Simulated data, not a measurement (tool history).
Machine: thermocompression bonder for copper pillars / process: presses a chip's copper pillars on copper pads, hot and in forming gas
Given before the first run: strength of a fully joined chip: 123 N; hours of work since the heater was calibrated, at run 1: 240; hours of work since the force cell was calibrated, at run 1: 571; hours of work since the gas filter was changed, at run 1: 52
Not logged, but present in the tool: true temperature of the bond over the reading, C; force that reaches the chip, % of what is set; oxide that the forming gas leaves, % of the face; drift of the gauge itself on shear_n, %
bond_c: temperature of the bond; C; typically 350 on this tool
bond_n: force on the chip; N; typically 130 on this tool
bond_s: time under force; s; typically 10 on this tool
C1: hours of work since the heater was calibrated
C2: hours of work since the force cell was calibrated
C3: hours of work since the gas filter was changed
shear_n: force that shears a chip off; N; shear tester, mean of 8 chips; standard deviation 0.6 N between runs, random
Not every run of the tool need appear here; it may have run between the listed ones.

run 1 day=0 | bond_c=350 bond_n=130 bond_s=10 | C1=240 C2=571 C3=52 | shear_n=52.1
run 2 day=2.058 | bond_c=350 bond_n=130 bond_s=10 | C1=264 C2=595 C3=76 | shear_n=51.7
run 3 day=2.979 | bond_c=350 bond_n=130 bond_s=10 | C1=275 C2=606 C3=87 | shear_n=52.7
run 4 day=4.071 | bond_c=350 bond_n=130 bond_s=10 | C1=288 C2=619 C3=100 | shear_n=51.4
run 5 day=5.008 | bond_c=350 bond_n=108 bond_s=10 | C1=299 C2=630 C3=111 | shear_n=44.7
run 6 day=6.362 | bond_c=350 bond_n=108 bond_s=10 | C1=315 C2=646 C3=127 | shear_n=46.3

Estimate the outcome of run 7 from the log above:
run 7 day=8.104 | bond_c=350 bond_n=108 bond_s=10 | C1=336 C2=666 C3=147 | shear_n=?

Run 7 gave shear_n 45 N.
On a tool with no hidden condition, and with the same random variation, this run would have come out at shear_n 44.7 N.

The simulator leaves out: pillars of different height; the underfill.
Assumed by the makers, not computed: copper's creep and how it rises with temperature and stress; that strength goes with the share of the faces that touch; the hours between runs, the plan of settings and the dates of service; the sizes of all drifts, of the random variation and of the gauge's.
